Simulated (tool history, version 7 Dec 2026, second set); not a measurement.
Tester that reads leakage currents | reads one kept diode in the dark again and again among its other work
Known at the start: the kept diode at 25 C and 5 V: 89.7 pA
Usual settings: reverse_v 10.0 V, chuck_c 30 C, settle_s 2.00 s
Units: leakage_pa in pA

run	hour	reverse_v	chuck_c	settle_s	leakage_pa
1	0.0	10.0	30	2.00	213.48
# hour 39.2: probe card cleaned and baked
2	78.0	10.0	30	2.00	191.03
3	175.4	10.0	30	2.00	190.66
4	244.1	10.0	30	2.00	190.47
5	302.8	10.0	30	2.00	189.18
6	387.0	10.0	30	2.00	189.42
7	462.4	10.0	30	2.00	189.97
8	508.0	10.0	30	2.00	190.39
9	561.7	3.2	36	1.37	198.10
10	618.8	10.0	44	0.73	652.43
11	669.1	1.8	26	1.17	61.44
12	760.8	1.0	58	4.17	767.41
13	809.5	1.0	58	4.17	762.29
14	864.1	1.0	58	4.17	759.60
15	962.9	5.7	39	0.66	326.54

3 ways to go on from here, each from the tool as it stands after run 15. What would each give?
A	1033.2	1.4	22	0.48	?
B	1033.2	10.0	36	2.00	?
C	1033.2	5.7	24	0.54	?

run	leakage_pa
A	37.50
B	320.61
C	86.97
Without the tool's hidden state the same runs would have given:
run	leakage_pa
A	39.52
B	337.66
C	88.53
